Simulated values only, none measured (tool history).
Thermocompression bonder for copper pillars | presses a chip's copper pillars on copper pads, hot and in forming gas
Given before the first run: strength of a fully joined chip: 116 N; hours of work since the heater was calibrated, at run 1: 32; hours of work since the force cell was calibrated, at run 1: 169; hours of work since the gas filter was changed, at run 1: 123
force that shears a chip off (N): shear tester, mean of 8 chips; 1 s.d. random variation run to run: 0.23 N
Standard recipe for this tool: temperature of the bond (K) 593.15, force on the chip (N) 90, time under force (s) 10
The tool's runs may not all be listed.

run,hour,temperature of the bond (K),force on the chip (N),time under force (s),hours of work since the heater was calibrated,hours of work since the force cell was calibrated,hours of work since the gas filter was changed,force that shears a chip off (N)
1,0.0,593.15,90,10,32,169,123,72.3
2,33.7,593.15,90,10,55,192,146,71.8
# hour 52.1: forming gas filter changed
3,60.3,593.15,90,10,72,209,6,75.9
4,84.3,593.15,90,10,88,225,22,75.6
5,118.5,604.15,90,10,112,249,45,81.6
6,140.1,604.15,90,10,126,263,59,80.9
7,183.9,593.15,90,10,156,293,89,74.3
8,208.9,593.15,90,10,173,310,106,73.8
9,241.2,594.15,90,10,194,331,128,73.8
10,268.0,593.15,90,10,213,350,146,72.6
# hour 286.2: forming gas filter changed
11,316.1,593.15,90,10,245,382,20,77.3
12,355.4,593.15,90,10,271,408,47,76.8
13,376.9,593.15,90,10,286,423,61,76.1
14,400.9,593.15,90,10,302,439,78,75.7
# hour 406.6: force cell calibrated
15,446.8,593.15,90,10,332,27,108,77.4
16,474.3,593.15,90,10,351,46,126,77.0
17,508.9,578.15,79,10,374,69,149,60.3
# hour 522.6: forming gas filter changed
18,533.0,578.15,79,10,390,85,7,64.6
19,570.1,575.15,64,12,415,110,32,53.7
20,592.1,572.15,62,5,430,125,47,35.6
21,621.4,569.15,62,27,450,145,67,64.1
# hour 628.6: force cell calibrated, once more
22,650.0,569.15,62,27,468,14,85,57.1
23,693.7,610.15,66,7,498,44,115,57.4
24,724.8,610.15,66,7,519,65,136,56.9
# hour 760.8: forming gas filter changed
25,771.3,617.15,70,11,550,96,7,77.8
26,816.6,591.15,96,6,580,127,38,68.0
27,838.3,591.15,96,6,595,141,52,67.4
28,869.2,577.15,103,19,616,162,73,85.7
29,908.3,578.15,64,19,642,189,100,58.7
30,940.2,602.15,91,11,664,210,121,81.0
31,982.5,563.15,109,10,692,239,150,65.6

Here are 3 independent what-if runs from the current tool condition. What would each one return?
# hour 997.6: forming gas filter changed
A,1020.0,563.15,92,10,717,264,15,?
# hour 997.6: forming gas filter changed
B,1020.0,563.15,97,10,717,264,15,?
# hour 997.6: forming gas filter changed
C,1020.0,598.15,132,24,717,264,15,?

run,force that shears a chip off (N)
A,59.8
B,62.7
C,110.0
With no hidden state in the tool, these same runs would have given:
run,force that shears a chip off (N)
A,55.4
B,58.2
C,109.1

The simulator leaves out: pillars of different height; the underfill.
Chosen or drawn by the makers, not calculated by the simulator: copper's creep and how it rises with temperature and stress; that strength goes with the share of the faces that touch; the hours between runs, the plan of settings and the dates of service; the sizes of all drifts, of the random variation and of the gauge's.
